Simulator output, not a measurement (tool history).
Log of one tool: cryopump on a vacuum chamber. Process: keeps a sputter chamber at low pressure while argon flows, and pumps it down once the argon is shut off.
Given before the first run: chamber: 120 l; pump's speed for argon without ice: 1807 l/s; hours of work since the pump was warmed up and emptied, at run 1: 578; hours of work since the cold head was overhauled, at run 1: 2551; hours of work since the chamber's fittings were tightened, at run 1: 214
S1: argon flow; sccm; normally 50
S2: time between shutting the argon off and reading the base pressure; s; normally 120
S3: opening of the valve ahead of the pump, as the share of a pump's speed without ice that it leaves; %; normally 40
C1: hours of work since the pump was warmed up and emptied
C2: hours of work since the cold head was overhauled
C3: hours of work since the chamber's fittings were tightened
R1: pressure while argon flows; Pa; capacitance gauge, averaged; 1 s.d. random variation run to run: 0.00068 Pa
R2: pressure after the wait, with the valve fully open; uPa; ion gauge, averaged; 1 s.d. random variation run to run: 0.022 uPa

{"run": 1, "hour": 0.0, "S1": 50, "S2": 120, "S3": 40, "C1": 578, "C2": 2551, "C3": 214, "R1": 0.1247, "R2": 0.71}
{"run": 2, "hour": 88.6, "S1": 25, "S2": 120, "S3": 40, "C1": 646, "C2": 2620, "C3": 283, "R1": 0.0641, "R2": 0.78}
{"run": 3, "hour": 183.6, "S1": 25, "S2": 120, "S3": 40, "C1": 720, "C2": 2694, "C3": 356, "R1": 0.0627, "R2": 0.8}
{"run": 4, "hour": 236.3, "S1": 50, "S2": 120, "S3": 17, "C1": 761, "C2": 2734, "C3": 397, "R1": 0.2843, "R2": 0.8}
{"run": 5, "hour": 285.8, "S1": 50, "S2": 36, "S3": 40, "C1": 799, "C2": 2773, "C3": 436, "R1": 0.1285, "R2": 1.77}
{"run": 6, "hour": 379.2, "S1": 50, "S2": 36, "S3": 40, "C1": 872, "C2": 2845, "C3": 508, "R1": 0.1302, "R2": 1.85}
{"run": 7, "hour": 444.0, "S1": 50, "S2": 36, "S3": 40, "C1": 922, "C2": 2896, "C3": 559, "R1": 0.1314, "R2": 1.85}
{"hour": 459.5, "done": "pump warmed up, emptied and cooled again"}
{"run": 8, "hour": 539.8, "S1": 50, "S2": 36, "S3": 40, "C1": 62, "C2": 2966, "C3": 629, "R1": 0.1184, "R2": 1.72}
{"run": 9, "hour": 620.5, "S1": 50, "S2": 36, "S3": 40, "C1": 125, "C2": 3029, "C3": 692, "R1": 0.1193, "R2": 1.77}
{"run": 10, "hour": 705.4, "S1": 50, "S2": 36, "S3": 40, "C1": 191, "C2": 3095, "C3": 758, "R1": 0.121, "R2": 1.86}
{"run": 11, "hour": 776.4, "S1": 50, "S2": 36, "S3": 40, "C1": 246, "C2": 3150, "C3": 813, "R1": 0.1216, "R2": 1.82}
{"run": 12, "hour": 846.7, "S1": 48, "S2": 120, "S3": 40, "C1": 301, "C2": 3204, "C3": 867, "R1": 0.1179, "R2": 0.92}
{"run": 13, "hour": 903.2, "S1": 50, "S2": 120, "S3": 40, "C1": 344, "C2": 3248, "C3": 911, "R1": 0.1216, "R2": 0.91}
{"run": 14, "hour": 965.1, "S1": 50, "S2": 120, "S3": 40, "C1": 392, "C2": 3296, "C3": 959, "R1": 0.1236, "R2": 0.97}
{"run": 15, "hour": 1033.5, "S1": 50, "S2": 120, "S3": 40, "C1": 446, "C2": 3349, "C3": 1012, "R1": 0.1242, "R2": 0.95}
{"run": 16, "hour": 1079.5, "S1": 64, "S2": 120, "S3": 40, "C1": 481, "C2": 3385, "C3": 1048, "R1": 0.1589, "R2": 1}
{"run": 17, "hour": 1159.8, "S1": 64, "S2": 120, "S3": 40, "C1": 544, "C2": 3447, "C3": 1110, "R1": 0.1616, "R2": 0.99}

Expected results for the next run?
{"run": 18, "hour": 1238.9, "S1": 43, "S2": 78, "S3": 32, "C1": 605, "C2": 3509, "C3": 1172, "R1": "?", "R2": "?"}

Run 18 measured R1 0.1349 Pa, R2 1.29 uPa.
Minus the tool's unlogged condition, the same run would have read R1 0.1267 Pa, R2 0.79 uPa.
